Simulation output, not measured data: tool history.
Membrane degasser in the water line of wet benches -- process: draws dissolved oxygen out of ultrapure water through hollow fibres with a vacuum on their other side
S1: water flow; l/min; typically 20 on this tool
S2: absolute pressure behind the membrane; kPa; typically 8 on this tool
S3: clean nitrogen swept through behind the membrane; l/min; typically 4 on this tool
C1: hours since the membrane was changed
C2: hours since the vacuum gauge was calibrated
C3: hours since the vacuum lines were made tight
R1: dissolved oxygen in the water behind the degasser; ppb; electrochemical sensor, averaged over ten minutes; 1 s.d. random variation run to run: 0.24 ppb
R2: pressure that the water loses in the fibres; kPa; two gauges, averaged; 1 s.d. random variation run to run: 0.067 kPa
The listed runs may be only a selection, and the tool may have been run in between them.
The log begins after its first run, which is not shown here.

| run | hour | S1 | S2 | S3 | C1 | C2 | C3 | R1 | R2 |
|---|---|---|---|---|---|---|---|---|---|
| 2 | 41.5 | 20 | 8 | 4 | 399 | 4697 | 4137 | 64 | 27.48 |
| 3 | 72.4 | 20 | 8 | 4 | 430 | 4728 | 4167 | 63.5 | 27.49 |
| 4 | 120.1 | 20 | 8 | 7.1 | 478 | 4776 | 4215 | 39 | 27.49 |
| 5 | 189.1 | 20 | 8 | 7.1 | 547 | 4845 | 4284 | 38.8 | 27.48 |
| 6 | 232.9 | 20 | 8 | 7.1 | 591 | 4889 | 4328 | 39.3 | 27.51 |
| 7 | 263.5 | 20 | 8 | 7.1 | 621 | 4919 | 4359 | 38.9 | 27.63 |
| 8 | 292.7 | 20 | 8 | 4 | 651 | 4948 | 4388 | 63.4 | 27.65 |
| 9 | 323.4 | 20 | 8 | 4 | 681 | 4979 | 4418 | 64 | 27.45 |
| 10 | 352.8 | 20 | 8 | 4 | 711 | 5008 | 4448 | 64.4 | 27.64 |
| 11 | 390.9 | 20 | 8.06 | 4 | 749 | 5047 | 4486 | 64.4 | 27.63 |
| 12 | 450 | 20 | 9.43 | 4 | 808 | 5106 | 4545 | 80.3 | 27.63 |
| 13 | 495.2 | 20 | 9.43 | 4 | 853 | 5151 | 4590 | 80.6 | 27.61 |
| 14 | 556.4 | 20 | 9.43 | 4 | 914 | 5212 | 4651 | 81 | 27.67 |
| 15 | 597.6 | 20 | 8 | 4 | 955 | 5253 | 4693 | 63.6 | 27.8 |
| 16 | 655.3 | 20 | 8 | 4 | 1013 | 5311 | 4750 | 63.7 | 27.71 |
| 17 | 719.4 | 26 | 6.4 | 4 | 1077 | 5375 | 4814 | 69.5 | 36.15 |
| 18 | 777.8 | 16 | 10.44 | 4.74 | 1136 | 5433 | 4873 | 61.3 | 22.09 |

Run 19 is up next; what results do you expect?
| 19 | 839.7 | 22 | 5.69 | 4.74 | 1198 | 5495 | 4935 | ? | ? |

R1: 37.4 ppb
R2: 30.58 kPa
Without the tool's hidden state the same run would have given R1 37.4 ppb, R2 30.18 kPa.
